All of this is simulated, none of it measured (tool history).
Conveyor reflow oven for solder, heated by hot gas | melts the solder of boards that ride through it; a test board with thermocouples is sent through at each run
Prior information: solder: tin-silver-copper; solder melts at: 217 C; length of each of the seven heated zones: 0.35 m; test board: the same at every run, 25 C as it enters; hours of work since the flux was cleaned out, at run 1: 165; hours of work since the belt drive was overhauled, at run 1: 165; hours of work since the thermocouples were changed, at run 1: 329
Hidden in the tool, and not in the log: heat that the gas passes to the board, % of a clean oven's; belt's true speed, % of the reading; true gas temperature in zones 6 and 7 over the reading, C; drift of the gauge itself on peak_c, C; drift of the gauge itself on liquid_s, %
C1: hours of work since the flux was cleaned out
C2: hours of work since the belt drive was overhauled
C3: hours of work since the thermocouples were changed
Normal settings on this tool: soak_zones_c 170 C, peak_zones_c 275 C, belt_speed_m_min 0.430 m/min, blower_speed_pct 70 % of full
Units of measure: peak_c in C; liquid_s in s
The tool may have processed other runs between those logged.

{"run": 1, "hour": 0.0, "soak_zones_c": 170, "peak_zones_c": 275, "belt_speed_m_min": 0.43, "blower_speed_pct": 70, "C1": 165, "C2": 165, "C3": 329, "peak_c": 260.0, "liquid_s": 78.6}
{"run": 2, "hour": 16.4, "soak_zones_c": 170, "peak_zones_c": 275, "belt_speed_m_min": 0.43, "blower_speed_pct": 72, "C1": 176, "C2": 176, "C3": 340, "peak_c": 260.4, "liquid_s": 79.5}
{"run": 3, "hour": 26.7, "soak_zones_c": 170, "peak_zones_c": 265, "belt_speed_m_min": 0.43, "blower_speed_pct": 72, "C1": 183, "C2": 183, "C3": 346, "peak_c": 250.8, "liquid_s": 71.6}
{"hour": 33.8, "done": "flux residue cleaned out of gas plates and filters"}
{"run": 4, "hour": 53.3, "soak_zones_c": 170, "peak_zones_c": 265, "belt_speed_m_min": 0.43, "blower_speed_pct": 72, "C1": 13, "C2": 197, "C3": 361, "peak_c": 252.1, "liquid_s": 73.0}
{"run": 5, "hour": 67.2, "soak_zones_c": 170, "peak_zones_c": 265, "belt_speed_m_min": 0.43, "blower_speed_pct": 73, "C1": 22, "C2": 206, "C3": 370, "peak_c": 252.1, "liquid_s": 73.3}
{"run": 6, "hour": 78.9, "soak_zones_c": 170, "peak_zones_c": 286, "belt_speed_m_min": 0.43, "blower_speed_pct": 70, "C1": 30, "C2": 214, "C3": 378, "peak_c": 270.9, "liquid_s": 86.0}
{"run": 7, "hour": 100.2, "soak_zones_c": 170, "peak_zones_c": 286, "belt_speed_m_min": 0.43, "blower_speed_pct": 70, "C1": 44, "C2": 228, "C3": 392, "peak_c": 270.8, "liquid_s": 86.0}
{"run": 8, "hour": 110.6, "soak_zones_c": 170, "peak_zones_c": 286, "belt_speed_m_min": 0.43, "blower_speed_pct": 70, "C1": 50, "C2": 235, "C3": 398, "peak_c": 270.4, "liquid_s": 86.1}
{"run": 9, "hour": 132.7, "soak_zones_c": 170, "peak_zones_c": 286, "belt_speed_m_min": 0.43, "blower_speed_pct": 70, "C1": 65, "C2": 249, "C3": 413, "peak_c": 270.5, "liquid_s": 86.1}
{"run": 10, "hour": 146.9, "soak_zones_c": 170, "peak_zones_c": 271, "belt_speed_m_min": 0.43, "blower_speed_pct": 64, "C1": 74, "C2": 258, "C3": 422, "peak_c": 255.1, "liquid_s": 75.0}
{"run": 11, "hour": 171.9, "soak_zones_c": 170, "peak_zones_c": 271, "belt_speed_m_min": 0.43, "blower_speed_pct": 64, "C1": 91, "C2": 275, "C3": 439, "peak_c": 254.4, "liquid_s": 74.9}

How would selected steps in peak_c from run to run divide? Give the signed amount a tool lacking its hidden state would still show from settings, what came in and random variation, and the signed amount left for the hidden state, including any gauge scatter that is not in both of the compared results.
Run 3 -> 4: flux residue cleaned out of gas plates and filters. peak_c +1.3 C: hidden state +0.9, all else +0.4.
Run 5 -> 6: peak_zones_c 265 -> 286, blower_speed_pct 73 -> 70. peak_c +18.8 C: hidden state -0.2, all else +19.0.
